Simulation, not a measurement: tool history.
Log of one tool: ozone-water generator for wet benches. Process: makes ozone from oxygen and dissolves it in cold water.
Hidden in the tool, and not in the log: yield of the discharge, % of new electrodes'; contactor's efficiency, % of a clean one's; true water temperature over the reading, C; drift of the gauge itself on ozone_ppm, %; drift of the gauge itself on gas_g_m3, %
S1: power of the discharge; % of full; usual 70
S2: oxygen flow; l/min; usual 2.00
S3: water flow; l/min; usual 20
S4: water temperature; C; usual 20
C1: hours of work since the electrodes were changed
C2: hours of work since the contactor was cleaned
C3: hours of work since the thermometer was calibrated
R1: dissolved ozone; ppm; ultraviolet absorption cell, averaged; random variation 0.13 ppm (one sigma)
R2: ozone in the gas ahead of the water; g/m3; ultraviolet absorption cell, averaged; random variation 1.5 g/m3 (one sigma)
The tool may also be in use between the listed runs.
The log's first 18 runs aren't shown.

run    hour  S1    S2  S3  S4    C1    C2    C3    R1     R2
 19  1943.5  70  2.19  20  20  2526   645   805  14.5  267.4
 20  2006.7  70  1.20  14  20  2565   685   844  18.5  378.7
 21  2069.9  70  1.25  20  23  2604   724   883  12.6  371.9
 22  2219.0  60  1.31  20  20  2696   816   975  12.2  333.4
 23  2356.0  60  1.31  20  20  2781   901  1060  12.1  331.9
 24  2462.2  60  1.31  20  16  2847   966  1126  12.3  329.1
 25  2534.0  60  1.31  20  16  2891  1011  1170  12.4  333.3
 26  2623.6  60  1.31  20  16  2946  1066  1226  12.2  333.0
 27  2746.0  77  1.98  20  16  3022  1142  1301  15.6  297.3
 28  2878.8  70  2.00  16  20  3104  1224  1383  17.4  282.1
 29  2983.6  70  3.00  30  20  3169  1289  1448  10.4  222.6
 30  3073.4  70  2.60  19  20  3225  1344  1504  15.5  240.5
 31  3161.7  96  2.00  29  13  3279  1399  1558  12.0  332.7
 32  3304.7  96  2.00  29  13  3368  1487  1647  11.9  335.3

3 ways to go on from here, each from the tool as it stands after run 32. What would each give?
  A  3435.6  51  1.15  13  13  3449  1568  1728   ?   ?
  B  3435.6  70  1.41  20  20  3449  1568  1728   ?   ?
  C  3435.6  70  1.07  20  24  3449  1568  1728   ?   ?

run    R1     R2
  A  17.8  332.1
  B  13.4  347.8
  C  12.5  407.7
Without the tool's hidden state the same runs would have given:
run    R1     R2
  A  17.8  324.1
  B  13.4  339.6
  C  12.5  398.0

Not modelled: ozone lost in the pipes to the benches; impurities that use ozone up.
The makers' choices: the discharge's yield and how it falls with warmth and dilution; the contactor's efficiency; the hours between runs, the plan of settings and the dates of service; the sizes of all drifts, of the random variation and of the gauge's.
